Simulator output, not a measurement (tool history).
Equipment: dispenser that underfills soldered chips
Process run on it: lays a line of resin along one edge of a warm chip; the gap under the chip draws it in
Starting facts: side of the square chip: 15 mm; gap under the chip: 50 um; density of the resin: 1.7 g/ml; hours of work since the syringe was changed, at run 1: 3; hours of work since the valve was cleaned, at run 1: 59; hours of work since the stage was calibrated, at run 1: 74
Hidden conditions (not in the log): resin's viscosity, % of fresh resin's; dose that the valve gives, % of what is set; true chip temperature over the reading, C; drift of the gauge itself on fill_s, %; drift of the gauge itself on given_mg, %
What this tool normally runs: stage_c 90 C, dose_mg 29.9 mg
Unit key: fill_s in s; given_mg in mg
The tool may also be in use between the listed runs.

run,hour,stage_c,dose_mg,hours of work since the syringe was changed,hours of work since the valve was cleaned,hours of work since the stage was calibrated,fill_s,given_mg
1,0.0,90,29.9,3,59,74,293.9,28.95
2,4.7,90,29.9,6,62,77,353.9,29.10
3,8.7,90,29.9,9,65,80,419.4,29.01
# hour 10.5: new syringe of resin
4,11.3,90,29.9,1,66,81,249.4,29.16
5,15.6,83,29.9,3,69,84,396.0,28.79
6,17.6,83,29.9,5,71,86,430.9,28.84
7,21.8,90,33.6,8,73,89,377.3,32.66
# hour 25.9: new syringe of resin
8,26.6,90,29.9,0,77,92,255.1,28.57
9,28.7,94,29.9,2,78,93,234.8,28.91
10,31.0,94,29.9,3,79,95,257.4,28.88
11,34.6,94,29.9,6,82,97,291.1,28.90
12,38.2,90,29.9,8,84,100,399.5,28.74
# hour 41.0: new syringe of resin
13,42.9,76,29.9,1,87,103,478.1,28.75
14,45.7,76,29.9,3,89,105,542.0,28.73
15,49.8,76,29.9,6,92,107,629.7,28.78
16,54.4,90,30.8,9,95,110,416.9,29.44
# hour 56.1: new syringe of resin
17,56.9,90,30.8,1,97,112,259.0,29.59
18,61.4,89,34.3,4,100,115,307.9,32.58
19,66.0,92,33.4,7,103,118,336.2,31.94
20,70.2,82,26.4,10,106,121,622.8,25.22
# hour 71.2: new syringe of resin
21,73.3,85,37.9,1,108,123,323.9,36.00
22,76.0,84,38.8,3,110,125,380.1,36.87
23,78.0,81,35.8,5,111,126,463.0,33.69
24,81.7,88,35.9,7,114,129,404.4,34.27
25,84.4,88,35.9,9,116,131,450.1,34.17
# hour 86.2: new syringe of resin
26,87.4,89,32.1,1,117,133,271.9,30.51

Run 27 has not been measured yet. What should we expect?
27,90.1,89,32.1,3,119,134,?,?

For run 27 the tool returned fill_s 295.9 s, given_mg 30.08 mg.
With no hidden state in the tool, this same run would have given fill_s 238.8 s, given_mg 31.83 mg.
